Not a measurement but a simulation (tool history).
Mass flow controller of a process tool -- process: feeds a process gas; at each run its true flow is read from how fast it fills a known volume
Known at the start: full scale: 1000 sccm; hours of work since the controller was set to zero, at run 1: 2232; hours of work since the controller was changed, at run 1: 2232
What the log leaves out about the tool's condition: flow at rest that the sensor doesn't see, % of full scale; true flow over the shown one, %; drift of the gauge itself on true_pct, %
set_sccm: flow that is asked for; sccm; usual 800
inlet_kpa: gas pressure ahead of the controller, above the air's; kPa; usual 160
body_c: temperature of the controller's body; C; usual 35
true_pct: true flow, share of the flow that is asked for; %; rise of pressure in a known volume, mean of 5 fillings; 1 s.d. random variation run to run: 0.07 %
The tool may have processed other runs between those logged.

run      day  set_sccm  inlet_kpa  body_c  hours of work since the controller was set to zero  hours of work since the controller was changed  true_pct
  1        0       800        160      35                                                2232                                            2232        99
  2    2.958       800        160      35                                                2286                                            2286     99.03
  3    6.958       100        160      35                                                2359                                            2359     97.07
  4    9.188       100        160      35                                                2399                                            2399     96.94
  5   12.354       100        160      30                                                2457                                            2457     97.58
  6   16.017       100        160      30                                                2523                                            2523     97.65
  7   19.046       100        160      30                                                2578                                            2578     97.79
  8   21.654       304        160      35                                                2626                                            2626     98.25
  9   23.875       304        160      35                                                2666                                            2666     98.32
 10   26.892       304        160      35                                                2721                                            2721     98.42
 11   30.688       304        160      35                                                2790                                            2790      98.5
 12   33.238       800        160      34                                                2836                                            2836    100.32
 13   35.083       800        203      35                                                2870                                            2870    100.05
 14     37.2       410        160      35                                                2908                                            2908     99.05
 15   39.042       800        160      40                                                2942                                            2942    100.12
 16   42.108       800        160      40                                                2997                                            2997    100.19
 17   46.158       800        160      40                                                3071                                            3071    100.31
 18   48.029       800        160      35                                                3105                                            3105    100.81
 19   50.362       800        160      35                                                3147                                            3147    100.82
 20   53.867       612        160      35                                                3211                                            3211    100.28
 21   56.042       612        160      35                                                3250                                            3250    100.45
 22   60.392       612        160      35                                                3329                                            3329    100.63
 23   64.892       612        160      35                                                3411                                            3411    100.62
      66.871  -- gauge calibrated
 24   67.533       612        160      35                                                3459                                            3459     98.38
 25     69.8       612        160      35                                                3500                                            3500     98.38
 26   73.596       213        187      33                                                3569                                            3569     97.32
 27   76.946       410        256      35                                                3630                                            3630     97.64
 28   80.688       410        256      35                                                3698                                            3698     97.66
 29   84.125       410        256      35                                                3761                                            3761     97.89
 30   86.646       373        244      25                                                3806                                            3806      98.5
 31   88.804       112        163      23                                                3846                                            3846     98.31
 32   91.412       112        163      23                                                3893                                            3893     98.48
 33   94.542       900        263      23                                                3950                                            3950    100.51
 34   98.829       900        263      23                                                4028                                            4028    100.63
 35  101.696       800        160      32                                                4080                                            4080    100.44
 36  105.096       639        214      28                                                4142                                            4142    100.06
 37  107.758       364        160      21                                                4190                                            4190     99.89
 38  110.033       364        180      21                                                4231                                            4231     99.87
 39  114.079       364        204      28                                                4305                                            4305     99.61
 40  118.512       514        204      30                                                4385                                            4385    100.02
 41  121.046       141        172      32                                                4431                                            4431     99.08
     121.433  -- controller's zero set anew
 42  124.979       968        248      39                                                  64                                            4502    101.01
 43  129.488       113        278      35                                                 146                                            4584     98.61
 44  132.008       113        278      35                                                 192                                            4630     98.58
 45  134.188       213        168      35                                                 232                                            4670     99.51
 46  138.596       213        168      35                                                 312                                            4750     99.62
 47  142.958       213        168      35                                                 391                                            4829      99.9
 48  145.233       213        168      25                                                 432                                            4870    100.37

What would each run have given without the hidden state, its run-to-run variation left as it was?
run  true_pct
  1        99
  2     98.92
  3     96.79
  4     96.58
  5      97.1
  6     97.03
  7     97.07
  8     97.46
  9     97.45
 10     97.43
 11     97.38
 12      99.1
 13     98.76
 14      97.7
 15     98.69
 16     98.65
 17     98.62
 18     99.04
 19     98.97
 20     98.31
 21      98.4
 22     98.42
 23     98.24
 24     98.36
 25     98.28
 26     97.06
 27     97.27
 28     97.16
 29     97.27
 30     97.78
 31     97.47
 32     97.55
 33     99.49
 34     99.45
 35     99.17
 36     98.66
 37     98.39
 38     98.28
 39     97.89
 40     98.14
 41     97.08
 42     98.88
 43     96.38
 44     96.26
 45     97.09
 46     97.05
 47     97.16
 48     97.54
